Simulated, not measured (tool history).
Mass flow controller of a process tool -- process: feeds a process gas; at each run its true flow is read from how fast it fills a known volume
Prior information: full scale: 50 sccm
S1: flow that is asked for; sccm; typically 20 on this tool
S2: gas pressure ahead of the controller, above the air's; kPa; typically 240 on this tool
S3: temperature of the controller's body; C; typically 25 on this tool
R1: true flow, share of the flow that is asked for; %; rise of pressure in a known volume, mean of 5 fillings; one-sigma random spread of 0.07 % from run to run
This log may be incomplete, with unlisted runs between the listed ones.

Run 1, hour 0: usual settings. Result: R1 98.39 %.
Run 2, hour 58.5: usual settings. Result: R1 98.37 %.
Run 3, hour 159.3: usual settings but S1 8 sccm. Result: R1 97.54 %.
Run 4, hour 241.7: usual settings but S2 221 kPa. Result: R1 98.31 %.
Run 5, hour 328.9: usual settings. Result: R1 98.26 %.
Run 6, hour 438: usual settings but S2 250 kPa. Result: R1 98.25 %.
Run 7, hour 528.1: usual settings. Result: R1 98.2 %.
Run 8, hour 595.9: usual settings. Result: R1 98.29 %.
Run 9, hour 672.2: usual settings. Result: R1 98.17 %.
Run 10, hour 745: usual settings. Result: R1 98.08 %.
Run 11, hour 806: usual settings but S1 8 sccm. Result: R1 97.26 %.
Run 12, hour 904.6: usual settings but S1 8 sccm. Result: R1 97.01 %.
Run 13, hour 964.8: usual settings but S3 32 C. Result: R1 97.56 %.
Run 14, hour 1045.1: usual settings. Result: R1 97.9 %.
Run 15, hour 1114.8: usual settings. Result: R1 97.98 %.
Run 16, hour 1191.8: usual settings. Result: R1 97.96 %.
Run 17, hour 1295.7: usual settings. Result: R1 97.93 %.
Run 18, hour 1401.5: usual settings. Result: R1 97.88 %.
Run 19, hour 1474.7: usual settings. Result: R1 97.95 %.
Run 20, hour 1529.3: usual settings. Result: R1 97.86 %.
Run 21, hour 1630.5: usual settings. Result: R1 97.68 %.
Run 22, hour 1736: usual settings but S1 40 sccm. Result: R1 98.93 %.
Run 23, hour 1834.7: usual settings but S3 28 C. Result: R1 97.53 %.
Run 24, hour 1903.6: usual settings. Result: R1 97.62 %.
Run 25, hour 1970.1: usual settings but S1 8 sccm. Result: R1 96.5 %.
Run 26, hour 2071.3: usual settings but S1 9 sccm, S3 24 C. Result: R1 96.66 %.
Run 27, hour 2174.2: usual settings but S1 38 sccm, S3 34 C. Result: R1 98.08 %.
Run 28, hour 2245.7: usual settings but S1 5 sccm, S2 217 kPa, S3 37 C. Result: R1 94.87 %.
Run 29, hour 2296.2: usual settings but S1 5 sccm, S2 217 kPa, S3 37 C. Result: R1 94.93 %.
Run 30, hour 2385.1: usual settings but S1 13 sccm, S2 185 kPa. Result: R1 96.84 %.
Run 31, hour 2476.6: usual settings but S1 13 sccm, S2 185 kPa. Result: R1 96.85 %.
Run 32, hour 2547.6: usual settings but S1 13 sccm, S2 185 kPa. Result: R1 96.71 %.
Run 33, hour 2632.6: usual settings but S1 13 sccm, S2 185 kPa, S3 20 C. Result: R1 97.16 %.
Run 34, hour 2713.3: usual settings but S1 10 sccm, S2 185 kPa, S3 40 C. Result: R1 95.47 %.
Run 35, hour 2803.1: usual settings but S1 8 sccm, S3 28 C. Result: R1 95.95 %.
Run 36, hour 2894.5: usual settings but S1 8 sccm, S3 28 C. Result: R1 95.99 %.
Run 37, hour 2961.4: usual settings but S1 8 sccm, S3 28 C. Result: R1 95.94 %.
Run 38, hour 3071.7: usual settings but S1 8 sccm, S2 184 kPa, S3 30 C. Result: R1 95.61 %.
Run 39, hour 3167.9: usual settings but S1 9 sccm, S2 210 kPa, S3 21 C. Result: R1 96.33 %.
Run 40, hour 3252: usual settings but S1 9 sccm, S2 210 kPa, S3 21 C. Result: R1 96.29 %.
Run 41, hour 3363.1: usual settings but S1 9 sccm, S2 210 kPa, S3 20 C. Result: R1 96.33 %.
Run 42, hour 3417.7: usual settings but S1 16 sccm, S2 210 kPa, S3 20 C. Result: R1 97.08 %.
Run 43, hour 3506.6: usual settings but S1 15 sccm, S3 22 C. Result: R1 96.84 %.
Run 44, hour 3611.5: usual settings but S1 15 sccm, S3 22 C. Result: R1 96.9 %.
Run 45, hour 3695.4: usual settings but S1 15 sccm, S3 22 C. Result: R1 96.86 %.
Run 46, hour 3777.6: usual settings but S1 12 sccm, S2 148 kPa. Result: R1 96.12 %.
Run 47, hour 3839.8: usual settings but S1 8 sccm, S2 163 kPa. Result: R1 95.45 %.
Run 48, hour 3917.5: usual settings but S2 226 kPa, S3 29 C. Result: R1 96.83 %.
Run 49, hour 3996.8: usual settings but S1 11 sccm, S2 194 kPa, S3 24 C. Result: R1 96.09 %.

For each run, the measured value with the value that run would have given without the tool's hidden condition subtracted. The run-to-run variation is shared by both, the gauge scatter possibly not:
What the log doesn't record here: flow at rest that the sensor doesn't see, % of full scale; true flow over the shown one, %; drift of the gauge itself on true_pct, %.
run     R1
  1  -0.13
  2  -0.15
  3   -0.4
  4  -0.22
  5  -0.24
  6  -0.28
  7  -0.32
  8  -0.34
  9  -0.36
 10  -0.39
 11  -0.74
 12  -0.78
 13  -0.48
 14  -0.51
 15  -0.53
 16  -0.56
 17  -0.59
 18  -0.63
 19  -0.66
 20  -0.68
 21  -0.71
 22  -0.61
 23  -0.79
 24  -0.81
 25  -1.31
 26  -1.27
 27  -0.75
 28  -1.96
 29  -1.99
 30  -1.17
 31  -1.22
 32  -1.25
 33  -1.28
 34  -1.49
 35  -1.72
 36  -1.77
 37  -1.81
 38  -1.86
 39  -1.79
 40  -1.83
 41  -1.87
 42  -1.46
 43  -1.53
 44  -1.58
 45  -1.61
 46   -1.8
 47  -2.24
 48  -1.53
 49  -1.97

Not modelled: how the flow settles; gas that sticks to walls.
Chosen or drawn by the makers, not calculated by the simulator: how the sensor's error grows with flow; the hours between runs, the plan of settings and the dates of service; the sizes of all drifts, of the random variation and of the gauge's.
